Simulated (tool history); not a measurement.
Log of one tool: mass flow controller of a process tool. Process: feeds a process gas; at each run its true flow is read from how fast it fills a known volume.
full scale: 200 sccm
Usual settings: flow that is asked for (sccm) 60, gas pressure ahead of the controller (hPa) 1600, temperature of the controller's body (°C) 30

run,hour,flow that is asked for (sccm),gas pressure ahead of the controller (hPa),temperature of the controller's body (°C),true flow (%)
1,0,60,1600,30,99.87
2,200.4,23,1600,30,99.55
3,597.5,60,1600,30,99.75
4,901.5,60,1600,30,99.72
5,1099.9,27,1600,30,99.59
# hour 1197.6: controller exchanged for a calibrated one
6,1487,27,1600,30,99.49
7,1745.2,27,1600,30,99.48
8,2081.3,60,1600,30,99.73
9,2433,60,1600,30,99.65
10,2739.3,143,1600,30,100.01
11,3087.5,143,1600,30,100.23
12,3284.8,60,1520,30,99.75
13,3551.4,60,1520,30,99.61
14,3719.5,60,1520,30,99.57
15,3934.5,60,1520,30,99.6
16,4157.5,35,2640,37,99.07
17,4417.2,60,1990,30,99.31
18,4672.1,38,1990,36,99.61
19,5067.6,60,2080,35,99.55
20,5280.3,133,1420,39,100.44
21,5507.6,133,1420,39,100.59
22,5705.8,60,2660,38,99.23
23,5950.3,74,1400,35,99.84
24,6257,160,1940,35,100.1
25,6421,68,1600,30,99.47
26,6670.7,101,1550,29,99.49
27,7071,20,1660,34,99.35
28,7431.2,20,1660,34,99.2
29,7683.1,20,1660,34,99.23
30,7986.9,45,2350,38,99.14

Forecast each of these 5 alternatives for the next run:
A,8378,45,2350,25,?
B,8378,53,2040,28,?
C,8378,45,2350,37,?
D,8378,45,2350,27,?
E,8378,24,1780,31,?

run,true flow (%)
A,98.36
B,98.8
C,99.1
D,98.69
E,98.99
Without the tool's hidden state the same runs would have given:
run,true flow (%)
A,98.96
B,99.41
C,99.7
D,99.3
E,99.61

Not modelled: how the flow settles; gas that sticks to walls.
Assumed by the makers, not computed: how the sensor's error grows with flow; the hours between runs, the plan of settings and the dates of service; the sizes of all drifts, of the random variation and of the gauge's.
